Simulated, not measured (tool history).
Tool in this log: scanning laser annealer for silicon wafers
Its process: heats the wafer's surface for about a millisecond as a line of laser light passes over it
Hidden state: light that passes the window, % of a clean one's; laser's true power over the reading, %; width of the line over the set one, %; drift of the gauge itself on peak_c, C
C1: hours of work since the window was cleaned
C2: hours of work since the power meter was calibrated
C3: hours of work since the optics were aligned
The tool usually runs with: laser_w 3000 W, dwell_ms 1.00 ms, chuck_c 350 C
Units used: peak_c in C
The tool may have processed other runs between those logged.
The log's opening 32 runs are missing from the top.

{"run": 33, "hour": 1798.9, "laser_w": 3116, "dwell_ms": 0.84, "chuck_c": 382, "C1": 95, "C2": 918, "C3": 1208, "peak_c": 1155}
{"run": 34, "hour": 1844.0, "laser_w": 3116, "dwell_ms": 0.84, "chuck_c": 382, "C1": 114, "C2": 937, "C3": 1227, "peak_c": 1150}
{"run": 35, "hour": 1894.0, "laser_w": 2876, "dwell_ms": 0.83, "chuck_c": 379, "C1": 135, "C2": 959, "C3": 1249, "peak_c": 1072}
{"run": 36, "hour": 1924.9, "laser_w": 3263, "dwell_ms": 0.91, "chuck_c": 373, "C1": 149, "C2": 972, "C3": 1262, "peak_c": 1219}
{"run": 37, "hour": 1970.6, "laser_w": 2730, "dwell_ms": 0.73, "chuck_c": 384, "C1": 168, "C2": 992, "C3": 1282, "peak_c": 986}
{"run": 38, "hour": 2004.1, "laser_w": 2730, "dwell_ms": 0.73, "chuck_c": 384, "C1": 183, "C2": 1006, "C3": 1296, "peak_c": 986}
{"run": 39, "hour": 2046.6, "laser_w": 3138, "dwell_ms": 1.14, "chuck_c": 368, "C1": 201, "C2": 1024, "C3": 1314, "peak_c": 1288}
{"run": 40, "hour": 2119.4, "laser_w": 3067, "dwell_ms": 0.78, "chuck_c": 333, "C1": 232, "C2": 1055, "C3": 1345, "peak_c": 1043}
{"run": 41, "hour": 2168.6, "laser_w": 2625, "dwell_ms": 1.01, "chuck_c": 378, "C1": 253, "C2": 1077, "C3": 1367, "peak_c": 1065}
{"run": 42, "hour": 2202.0, "laser_w": 2886, "dwell_ms": 1.09, "chuck_c": 315, "C1": 268, "C2": 1091, "C3": 1381, "peak_c": 1119}

Alternative continuations, all from the tool just after run 42; predict every row:
{"run": "A", "hour": 2245.6, "laser_w": 3062, "dwell_ms": 1.2, "chuck_c": 327, "C1": 287, "C2": 1110, "C3": 1400, "peak_c": "?"}
{"run": "B", "hour": 2245.6, "laser_w": 3290, "dwell_ms": 1.2, "chuck_c": 383, "C1": 287, "C2": 1110, "C3": 1400, "peak_c": "?"}
{"run": "C", "hour": 2245.6, "laser_w": 2939, "dwell_ms": 1.2, "chuck_c": 316, "C1": 287, "C2": 1110, "C3": 1400, "peak_c": "?"}

run=A peak_c=1234
run=B peak_c=1368
run=C peak_c=1180
With the hidden condition removed and each run's random variation left untouched, the same runs would have given:
run=A peak_c=1279
run=B peak_c=1417
run=C peak_c=1224

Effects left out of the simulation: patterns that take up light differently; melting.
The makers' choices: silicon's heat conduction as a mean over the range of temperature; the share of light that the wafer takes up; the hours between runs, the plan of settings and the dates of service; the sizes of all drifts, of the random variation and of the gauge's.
